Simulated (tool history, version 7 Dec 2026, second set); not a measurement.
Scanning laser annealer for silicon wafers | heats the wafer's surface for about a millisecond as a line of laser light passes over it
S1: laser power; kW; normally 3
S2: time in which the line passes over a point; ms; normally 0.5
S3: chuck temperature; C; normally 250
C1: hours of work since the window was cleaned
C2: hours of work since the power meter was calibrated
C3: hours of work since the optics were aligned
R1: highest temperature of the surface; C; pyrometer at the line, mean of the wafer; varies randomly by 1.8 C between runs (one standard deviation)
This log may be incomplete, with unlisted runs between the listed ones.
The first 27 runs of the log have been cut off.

{"run": 28, "hour": 211.4, "S1": 2.79, "S2": 0.562, "S3": 235, "C1": 429, "C2": 294, "C3": 310, "R1": 993}
{"run": 29, "hour": 222.3, "S1": 2.79, "S2": 0.562, "S3": 235, "C1": 434, "C2": 300, "C3": 315, "R1": 993}
{"run": 30, "hour": 227.9, "S1": 2.79, "S2": 0.562, "S3": 235, "C1": 437, "C2": 302, "C3": 318, "R1": 994}
{"run": 31, "hour": 234.9, "S1": 3.045, "S2": 0.562, "S3": 264, "C1": 441, "C2": 306, "C3": 322, "R1": 1088}
{"run": 32, "hour": 241.4, "S1": 3.045, "S2": 0.562, "S3": 264, "C1": 444, "C2": 310, "C3": 325, "R1": 1089}
{"run": 33, "hour": 248.0, "S1": 3.045, "S2": 0.562, "S3": 264, "C1": 448, "C2": 313, "C3": 329, "R1": 1087}
{"run": 34, "hour": 253.8, "S1": 2.893, "S2": 0.5, "S3": 221, "C1": 451, "C2": 316, "C3": 332, "R1": 965}
{"run": 35, "hour": 259.1, "S1": 3.156, "S2": 0.544, "S3": 269, "C1": 454, "C2": 319, "C3": 335, "R1": 1103}
{"run": 36, "hour": 270.0, "S1": 3.211, "S2": 0.49, "S3": 255, "C1": 459, "C2": 325, "C3": 340, "R1": 1064}
{"run": 37, "hour": 280.2, "S1": 2.861, "S2": 0.5, "S3": 277, "C1": 465, "C2": 330, "C3": 346, "R1": 1013}
{"run": 38, "hour": 288.3, "S1": 2.861, "S2": 0.5, "S3": 277, "C1": 469, "C2": 334, "C3": 350, "R1": 1011}
{"run": 39, "hour": 295.4, "S1": 2.861, "S2": 0.5, "S3": 277, "C1": 473, "C2": 338, "C3": 354, "R1": 1010}
{"run": 40, "hour": 305.5, "S1": 2.861, "S2": 0.5, "S3": 277, "C1": 478, "C2": 343, "C3": 359, "R1": 1011}
{"run": 41, "hour": 310.9, "S1": 3.006, "S2": 0.5, "S3": 271, "C1": 481, "C2": 346, "C3": 362, "R1": 1042}

Alternative continuations, all from the tool just after run 41; predict every row:
{"run": "A", "hour": 316.1, "S1": 3.006, "S2": 0.613, "S3": 277, "C1": 484, "C2": 349, "C3": 365, "R1": "?"}
{"run": "B", "hour": 316.1, "S1": 2.553, "S2": 0.441, "S3": 250, "C1": 484, "C2": 349, "C3": 365, "R1": "?"}
{"run": "C", "hour": 316.1, "S1": 3, "S2": 0.605, "S3": 250, "C1": 484, "C2": 349, "C3": 365, "R1": "?"}

run=A R1=1122
run=B R1=871
run=C R1=1086
Stripped of hidden state, with their random variation kept, the same runs would have yielded:
run=A R1=1151
run=B R1=893
run=C R1=1115
